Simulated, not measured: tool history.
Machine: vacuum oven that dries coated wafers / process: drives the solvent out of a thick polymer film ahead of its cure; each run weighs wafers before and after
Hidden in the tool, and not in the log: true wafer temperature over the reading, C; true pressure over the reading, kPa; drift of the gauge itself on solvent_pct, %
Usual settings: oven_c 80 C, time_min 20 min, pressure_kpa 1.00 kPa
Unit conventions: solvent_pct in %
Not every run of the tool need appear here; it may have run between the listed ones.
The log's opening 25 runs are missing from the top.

run     day  oven_c  time_min  pressure_kpa  hours of work since the thermocouples were calibrated  hours of work since the vacuum gauge was cleaned of residue  solvent_pct
 26  11.892      80        20          1.00                                                    527                                                          431         3.47
 27  12.417      80        20          1.00                                                    534                                                          438         3.56
 28  13.088      82        14          1.00                                                    544                                                          447         4.45
 29  13.558      82        14          3.65                                                    550                                                          453         6.35
 30  13.892      80        29          1.05                                                    555                                                          458         2.46
 31  14.379      80        29          1.05                                                    561                                                          465         2.50
 32  15.004      80        20          1.12                                                    570                                                          473         3.60
 33  15.292      92        12          1.25                                                    574                                                          477         2.57
 34  15.958      92        12          1.25                                                    583                                                          486         2.68
 35  16.438      92        30          1.00                                                    589                                                          493         0.95
 36  16.925      92        30          1.00                                                    596                                                          499         0.90
 37  17.408      92        30          1.00                                                    602                                                          506         0.93
 38  17.958      70        26          1.08                                                    610                                                          513         5.53
 39  18.383      70        22          1.08                                                    616                                                          519         6.12
 40  18.921      69        20          1.95                                                    623                                                          526         7.67
 41  19.329      69        20          1.95                                                    628                                                          532         7.65
 42  19.954      65        11          1.93                                                    637                                                          540        10.44
 43  20.362      65        11          1.93                                                    642                                                          546        10.40
 44  20.971      79        11          1.34                                                    651                                                          554         6.51
 45  21.371      65        11          2.11                                                    656                                                          560        10.63
 46  21.950      80        27          1.00                                                    664                                                          568         2.67
 47  22.442      70        21          0.64                                                    671                                                          574         5.97

What if the next run were any one of these 3? Each begins from the tool's condition after run 47:
  A  23.117      67        27          1.65                                                    680                                                          583            ?
  B  23.117      81        13          2.61                                                    680                                                          583            ?
  C  23.117      67        13          0.64                                                    680                                                          583            ?

run  solvent_pct
  A         7.16
  B         6.21
  C         8.41
With the hidden condition removed and each run's random variation left untouched, the same runs would have given:
run  solvent_pct
  A         6.23
  B         5.47
  C         7.74

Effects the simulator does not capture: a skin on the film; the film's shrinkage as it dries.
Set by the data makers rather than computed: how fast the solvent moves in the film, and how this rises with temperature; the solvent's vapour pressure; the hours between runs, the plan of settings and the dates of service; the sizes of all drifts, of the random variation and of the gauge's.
